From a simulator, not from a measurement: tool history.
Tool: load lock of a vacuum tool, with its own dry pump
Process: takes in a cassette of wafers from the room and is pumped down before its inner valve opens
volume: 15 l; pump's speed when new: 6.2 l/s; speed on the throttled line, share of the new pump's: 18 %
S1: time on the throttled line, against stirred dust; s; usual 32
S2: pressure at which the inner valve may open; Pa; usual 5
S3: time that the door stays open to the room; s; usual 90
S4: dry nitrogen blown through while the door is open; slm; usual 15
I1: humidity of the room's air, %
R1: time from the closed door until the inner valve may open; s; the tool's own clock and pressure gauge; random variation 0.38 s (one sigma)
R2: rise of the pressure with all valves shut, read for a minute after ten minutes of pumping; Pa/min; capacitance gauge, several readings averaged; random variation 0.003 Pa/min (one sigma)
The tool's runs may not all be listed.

run      day  S1  S2  S3  S4    I1    R1     R2
  1    0.000  32   5  90  15  42.9  50.1  0.037
  2   22.808  32   6  90  15  47.0  50.1  0.046
  3   41.925  32   6  90  15  43.6  49.6  0.046
  4   60.833  32   6  90  15  37.7  50.4  0.036
  5   70.612  32   6  90  15  45.4  50.0  0.047
  6   88.446  32   4  90  15  45.0  51.1  0.046
  7  105.054  32   5  90  15  46.5  50.6  0.048
  8  119.479  32   5  90  11  45.2  50.8  0.044
     131.446  -- dry pump taken out, an overhauled one fitted
     137.442  -- door's seal changed, seat wiped
  9  137.971  32   5  90  11  43.2  50.6  0.043
 10  156.021  32   5  90  11  48.3  50.4  0.055
 11  165.879  32   5  90  11  44.0  50.7  0.044
 12  177.971  32   5  90  11  48.3  50.1  0.053
 13  190.029  32   5  90  11  42.8  49.9  0.044
 14  211.104  32   5  90  15  42.7  49.9  0.042
 15  221.833  32   5  90  15  41.5  50.4  0.036
 16  233.462  39   5  90  15  44.4  56.2  0.050
 17  255.408  32   5  67  15  44.8  50.5  0.041
 18  265.550  32   7  90  15  49.3  49.5  0.050
 19  276.688  32   5  90  37  48.0  50.0  0.032
 20  293.917  42   9  61  15  42.6  57.8  0.036
 21  312.379  42   9  61  15  48.0  57.7  0.039
 22  324.342  32   4  90  39  42.1  51.1  0.027
 23  336.742  24   8  90  15  43.6  42.2  0.049
 24  353.054  24   8  90  15  45.0  42.4  0.038
 25  374.862  24   8  90  10  45.5  42.8  0.052
 26  388.929  32   5  90  35  43.7  50.6  0.036
 27  411.121  28   6  90  16  42.2  46.2  0.046
 28  420.821  17   5  86  15  44.5  38.4  0.044
 29  430.788  32   5  93  15  46.8  50.2  0.050
 30  445.050  32   5  93  15  45.8  50.3  0.045
     459.917  -- door's seal changed, seat wiped
 31  467.075  32   7  93  44  44.0  50.0  0.036
 32  478.967  32   7  93  44  44.8  50.0  0.036
 33  499.483  32   5  90  15  45.6  50.1  0.050
 34  514.108  32   6  82  15  47.4  50.3  0.050
 35  528.146  33   5  57   7  43.4  51.2  0.040
 36  537.850  21   9  57   7  45.7  40.4  0.037

4 ways to go on from here, each from the tool as it stands after run 36. What would each give?
  A  557.950  18   7  57   7  42.8   ?   ?
  B  557.950  32   4  90  15  42.3   ?   ?
  C  557.950  32   5  90  36  46.8   ?   ?
  D  557.950  32   5  90  15  43.9   ?   ?

run    R1     R2
  A  37.9  0.039
  B  52.1  0.040
  C  50.2  0.032
  D  50.1  0.039
Without the tool's hidden state the same runs would have given:
run    R1     R2
  A  37.9  0.038
  B  52.1  0.040
  C  50.2  0.031
  D  50.1  0.039
